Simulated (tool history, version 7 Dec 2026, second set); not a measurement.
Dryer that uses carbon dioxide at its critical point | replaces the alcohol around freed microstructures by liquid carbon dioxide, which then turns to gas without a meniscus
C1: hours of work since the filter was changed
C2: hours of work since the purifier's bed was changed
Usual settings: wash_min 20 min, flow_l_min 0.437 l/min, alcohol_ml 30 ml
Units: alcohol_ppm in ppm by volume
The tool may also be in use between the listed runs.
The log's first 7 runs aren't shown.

{"run": 8, "hour": 162.9, "wash_min": 13, "flow_l_min": 0.437, "alcohol_ml": 30, "C1": 304, "C2": 112, "alcohol_ppm": 529}
{"run": 9, "hour": 181.0, "wash_min": 13, "flow_l_min": 0.437, "alcohol_ml": 30, "C1": 310, "C2": 118, "alcohol_ppm": 538}
{"run": 10, "hour": 204.9, "wash_min": 13, "flow_l_min": 0.437, "alcohol_ml": 30, "C1": 318, "C2": 126, "alcohol_ppm": 524}
{"run": 11, "hour": 225.1, "wash_min": 27, "flow_l_min": 0.437, "alcohol_ml": 30, "C1": 324, "C2": 132, "alcohol_ppm": 15}
{"run": 12, "hour": 242.0, "wash_min": 27, "flow_l_min": 0.437, "alcohol_ml": 30, "C1": 330, "C2": 138, "alcohol_ppm": 28}
{"run": 13, "hour": 270.9, "wash_min": 27, "flow_l_min": 0.437, "alcohol_ml": 30, "C1": 339, "C2": 147, "alcohol_ppm": 28}
{"run": 14, "hour": 298.2, "wash_min": 27, "flow_l_min": 0.437, "alcohol_ml": 30, "C1": 348, "C2": 156, "alcohol_ppm": 27}
{"run": 15, "hour": 327.1, "wash_min": 27, "flow_l_min": 0.437, "alcohol_ml": 30, "C1": 358, "C2": 166, "alcohol_ppm": 32}
{"run": 16, "hour": 346.4, "wash_min": 20, "flow_l_min": 0.437, "alcohol_ml": 36, "C1": 364, "C2": 172, "alcohol_ppm": 98}
{"run": 17, "hour": 366.9, "wash_min": 20, "flow_l_min": 0.437, "alcohol_ml": 36, "C1": 371, "C2": 179, "alcohol_ppm": 92}
{"run": 18, "hour": 394.8, "wash_min": 20, "flow_l_min": 0.437, "alcohol_ml": 36, "C1": 380, "C2": 188, "alcohol_ppm": 96}
{"run": 19, "hour": 420.5, "wash_min": 20, "flow_l_min": 0.437, "alcohol_ml": 30, "C1": 388, "C2": 196, "alcohol_ppm": 86}
{"run": 20, "hour": 450.7, "wash_min": 20, "flow_l_min": 0.437, "alcohol_ml": 42, "C1": 398, "C2": 206, "alcohol_ppm": 118}
{"run": 21, "hour": 472.4, "wash_min": 26, "flow_l_min": 0.569, "alcohol_ml": 42, "C1": 405, "C2": 213, "alcohol_ppm": 24}
{"run": 22, "hour": 503.1, "wash_min": 20, "flow_l_min": 0.437, "alcohol_ml": 29, "C1": 415, "C2": 223, "alcohol_ppm": 93}
{"run": 23, "hour": 531.8, "wash_min": 20, "flow_l_min": 0.456, "alcohol_ml": 29, "C1": 425, "C2": 233, "alcohol_ppm": 71}
{"run": 24, "hour": 556.7, "wash_min": 20, "flow_l_min": 0.456, "alcohol_ml": 29, "C1": 433, "C2": 241, "alcohol_ppm": 63}

The next listed run, before its measurement:
{"run": 25, "hour": 587.8, "wash_min": 14, "flow_l_min": 0.301, "alcohol_ml": 111, "C1": 443, "C2": 251, "alcohol_ppm": "?"}

{"run 25": {"alcohol_ppm": 5659}}
Without the tool's hidden state the same run would have given alcohol_ppm 4150 ppm by volume.

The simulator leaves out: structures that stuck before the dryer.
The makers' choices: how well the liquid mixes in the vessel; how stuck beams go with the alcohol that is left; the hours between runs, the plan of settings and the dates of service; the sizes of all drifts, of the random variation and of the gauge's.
